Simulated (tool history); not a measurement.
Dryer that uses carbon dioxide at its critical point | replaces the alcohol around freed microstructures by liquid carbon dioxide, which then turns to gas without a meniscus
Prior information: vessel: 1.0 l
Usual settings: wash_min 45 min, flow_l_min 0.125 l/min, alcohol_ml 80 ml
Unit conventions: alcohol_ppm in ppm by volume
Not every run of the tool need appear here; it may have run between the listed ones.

run    hour  wash_min  flow_l_min  alcohol_ml  alcohol_ppm
  1     0.0        45       0.125          80         1465
       29.6  -- inlet filter changed
  2    53.7        45       0.125          80          756
  3    85.6        45       0.125          80          795
  4   132.9        45       0.125          80          806
  5   196.1        45       0.125          80          854
  6   265.7        45       0.125          80          866
  7   308.5        45       0.125          80          896
  8   345.4        34       0.125          80         2553
  9   400.3        34       0.125          80         2582
 10   449.2        34       0.125          80         2627
 11   478.2        45       0.154          80          423
 12   532.3        45       0.154          80          434
 13   586.0        45       0.154          80          442
 14   640.5        45       0.125          80         1033
 15   674.8        27       0.125          80         5419
 16   719.6        27       0.125          80         5830
 17   764.8        43       0.204          29          182
 18   799.5        43       0.204          29          185
 19   837.6        43       0.204          29          195
 20   870.4        43       0.204          29          188
 21   899.4        43       0.204          29          191
 22   968.2        43       0.204          64          247
 23  1021.0        45       0.125         109         1715
 24  1089.3        40       0.077          21         2287
 25  1158.5        40       0.077          21         2318
 26  1203.9        55       0.168          35          225
 27  1256.9        55       0.168          35          225
 28  1287.9        55       0.168          35          226
 29  1332.5        55       0.168          87          301
 30  1399.8        48       0.101          77         2650
     1407.2  -- inlet filter changed
 31  1445.1        48       0.101          77         1491
     1457.8  -- purifier's bed changed
 32  1495.8        31       0.125          80         3027

Forecast each of these 5 alternatives for the next run:
  A  1524.4        32       0.125          80            ?
  B  1524.4        27       0.084         103            ?
  C  1524.4        45       0.131          81            ?
  D  1524.4        31       0.125          34            ?
  E  1524.4        39       0.129          80            ?

run  alcohol_ppm
  A         2722
  B        15832
  C          578
  D         1311
  E         1175
Stripped of hidden state, with their random variation kept, the same runs would have yielded:
run  alcohol_ppm
  A         2524
  B        15184
  C          514
  D         1216
  E         1066

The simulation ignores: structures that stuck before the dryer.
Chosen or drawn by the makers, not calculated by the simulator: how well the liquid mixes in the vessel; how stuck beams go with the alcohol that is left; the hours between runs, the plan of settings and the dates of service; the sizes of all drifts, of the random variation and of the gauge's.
